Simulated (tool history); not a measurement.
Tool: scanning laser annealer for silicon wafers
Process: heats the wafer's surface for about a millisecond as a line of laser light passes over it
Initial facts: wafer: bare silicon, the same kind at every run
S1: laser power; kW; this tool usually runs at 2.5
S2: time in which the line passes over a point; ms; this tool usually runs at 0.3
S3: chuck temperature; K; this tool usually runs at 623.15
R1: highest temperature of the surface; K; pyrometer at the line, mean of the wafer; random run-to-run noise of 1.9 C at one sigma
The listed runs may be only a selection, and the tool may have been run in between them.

run    day     S1     S2      S3       R1
  1      0    2.5    0.3  623.15  1392.15
  2  0.371    2.5    0.3  623.15  1394.15
  3  0.629    2.5    0.3  623.15  1396.15
  4  1.021    2.5    0.3  623.15  1396.15
  5  1.196    2.5    0.3  623.15  1395.15
  6    1.5    2.5    0.3  623.15  1393.15
  7  1.896  2.541    0.3  623.15  1409.15
  8  2.296  2.541    0.3  623.15  1404.15
  9  2.612   2.69    0.3  623.15  1462.15
 10  2.929   2.69    0.3  623.15  1465.15
 11  3.312   2.69    0.3  623.15  1464.15
 12    3.6   2.69    0.3  623.15  1465.15
 13    3.8   2.69    0.3  623.15  1464.15
 14  4.138   2.69    0.3  623.15  1466.15
 15    4.5    2.5  0.257  623.15  1328.15
     4.746  -- optics aligned, line set to its width
 16  4.908    2.5  0.257  623.15  1318.15
 17  5.204    2.5  0.281  651.15  1388.15
 18  5.425    2.5  0.281  651.15  1387.15
 19  5.758  2.385  0.264  586.15  1253.15
 20  6.125  2.385  0.264  586.15  1253.15
 21  6.483  2.428  0.374  613.15  1443.15
 22  6.838    2.5    0.3  636.15  1397.15
     7.217  -- optics aligned, line set to its width, once more
 23  7.242    2.5    0.3  636.15  1406.15
 24  7.462   2.34    0.3  639.15  1346.15
 25  7.883  2.573   0.22  621.15  1294.15
 26  8.142  2.321  0.289  623.15  1310.15
 27  8.383   2.21  0.329  605.15  1301.15
 28   8.75   2.21  0.329  605.15  1295.15

Forecast each of these 3 alternatives for the next run:
  A  9.021  2.308    0.3  650.15   ?
  B  9.021  2.536  0.259  605.15   ?
  C  9.021    2.5  0.285  642.15   ?

run       R1
  A  1344.15
  B  1325.15
  C  1389.15
Stripped of hidden state, with their random variation kept, the same runs would have yielded:
run       R1
  A  1357.15
  B  1339.15
  C  1403.15
